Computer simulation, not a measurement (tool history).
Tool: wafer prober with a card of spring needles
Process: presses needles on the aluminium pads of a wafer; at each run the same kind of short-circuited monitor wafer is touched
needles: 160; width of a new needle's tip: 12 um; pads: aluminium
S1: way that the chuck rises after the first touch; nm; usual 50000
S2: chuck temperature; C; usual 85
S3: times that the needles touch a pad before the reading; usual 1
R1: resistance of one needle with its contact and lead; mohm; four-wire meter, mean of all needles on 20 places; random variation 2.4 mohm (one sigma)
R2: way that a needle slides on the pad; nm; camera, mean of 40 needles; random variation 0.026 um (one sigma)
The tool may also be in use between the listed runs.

{"run": 1, "day": 0.0, "S1": 50000, "S2": 85, "S3": 1, "R1": 275, "R2": 10140}
{"run": 2, "day": 1.271, "S1": 31000, "S2": 85, "S3": 1, "R1": 281, "R2": 6320}
{"run": 3, "day": 2.321, "S1": 50000, "S2": 85, "S3": 2, "R1": 274, "R2": 10140}
{"run": 4, "day": 3.054, "S1": 50000, "S2": 85, "S3": 1, "R1": 277, "R2": 10160}
{"run": 5, "day": 3.992, "S1": 50000, "S2": 85, "S3": 1, "R1": 274, "R2": 10070}
{"run": 6, "day": 4.971, "S1": 50000, "S2": 85, "S3": 1, "R1": 270, "R2": 10140}
{"run": 7, "day": 5.696, "S1": 50000, "S2": 85, "S3": 1, "R1": 272, "R2": 10090}
{"run": 8, "day": 6.321, "S1": 52000, "S2": 108, "S3": 2, "R1": 276, "R2": 10460}
{"run": 9, "day": 7.5, "S1": 60000, "S2": 85, "S3": 1, "R1": 269, "R2": 12170}
{"run": 10, "day": 8.8, "S1": 60000, "S2": 85, "S3": 1, "R1": 268, "R2": 12130}
{"run": 11, "day": 9.812, "S1": 60000, "S2": 85, "S3": 1, "R1": 273, "R2": 12160}
{"run": 12, "day": 10.708, "S1": 60000, "S2": 112, "S3": 1, "R1": 278, "R2": 12100}
{"run": 13, "day": 11.95, "S1": 43000, "S2": 47, "S3": 1, "R1": 268, "R2": 8650}

Taken out of this log: 27 entries between the listed runs. Where each belongs, and how the hidden state differs across it:
Between runs 1 and 2: tips cleaned on abrasive film (day 0.246); tips cleaned on abrasive film (day 0.662); tips cleaned on abrasive film (day 1.096)
  drift of the gauge itself on scrub_um, %: 0 -> -0.1
  measured less the result without the state, R2: +0 -> -10 nm
Between runs 2 and 3: tips cleaned on abrasive film (day 1.583); tips cleaned on abrasive film (day 2.067)
  drift of the gauge itself on scrub_um, %: -0.1 -> -0.19
  measured less the result without the state, R2: -10 -> -20 nm
Between runs 3 and 4: tips cleaned on abrasive film (day 2.504); tips cleaned on abrasive film (day 2.942)
  debris on the tips, nm: 0.2 -> 0.1; drift of the gauge itself on scrub_um, %: -0.19 -> -0.25
  measured less the result without the state, R2: -20 -> -30 nm
Between runs 4 and 5: tips cleaned on abrasive film (day 3.35); tips cleaned on abrasive film (day 3.817)
  debris on the tips, nm: 0.1 -> 0.2; drift of the gauge itself on scrub_um, %: -0.25 -> -0.33
  measured less the result without the state, R2: -30 -> -40 nm
Between runs 5 and 6: tips cleaned on abrasive film (day 4.233); tips cleaned on abrasive film (day 4.688)
  debris on the tips, nm: 0.2 -> 0.3; drift of the gauge itself on scrub_um, %: -0.33 -> -0.41
  measured less the result without the state, R2: -40 -> -40 nm
Between runs 6 and 7: tips cleaned on abrasive film (day 5.121); tips cleaned on abrasive film (day 5.608)
  debris on the tips, nm: 0.3 -> 0.1; drift of the gauge itself on scrub_um, %: -0.41 -> -0.47
  measured less the result without the state, R2: -40 -> -50 nm
Between runs 7 and 8: tips cleaned on abrasive film (day 6.071)
  debris on the tips, nm: 0.1 -> 0.2; drift of the gauge itself on scrub_um, %: -0.47 -> -0.52
  measured less the result without the state, R2: -50 -> -60 nm
Between runs 8 and 9: tips cleaned on abrasive film (day 6.542); tips cleaned on abrasive film (day 6.958); tips cleaned on abrasive film (day 7.379)
  debris on the tips, nm: 0.2 -> 0.1; tips' diameter, um: 12.01 -> 12.02; drift of the gauge itself on scrub_um, %: -0.52 -> -0.61
  measured less the result without the state, R2: -60 -> -70 nm
Between runs 9 and 10: tips cleaned on abrasive film (day 7.829); height of the first contact set anew (day 8.229); tips cleaned on abrasive film (day 8.325); tips cleaned on abrasive film (day 8.779)
  way that the needles fall short of the set height, um: 0.01 -> 0; drift of the gauge itself on scrub_um, %: -0.61 -> -0.72
  measured less the result without the state, R2: -70 -> -90 nm
Between runs 10 and 11: tips cleaned on abrasive film (day 9.246); tips cleaned on abrasive film (day 9.742)
  drift of the gauge itself on scrub_um, %: -0.72 -> -0.8
  measured less the result without the state, R2: -90 -> -100 nm
Between runs 11 and 12: tips cleaned on abrasive film (day 10.208); tips cleaned on abrasive film (day 10.654)
  drift of the gauge itself on scrub_um, %: -0.8 -> -0.88
  measured less the result without the state, R2: -100 -> -110 nm
Between runs 12 and 13: tips cleaned on abrasive film (day 11.158); tips cleaned on abrasive film (day 11.642)
  debris on the tips, nm: 0.1 -> 0.3; drift of the gauge itself on scrub_um, %: -0.88 -> -0.98
  measured less the result without the state, R2: -110 -> -90 nm
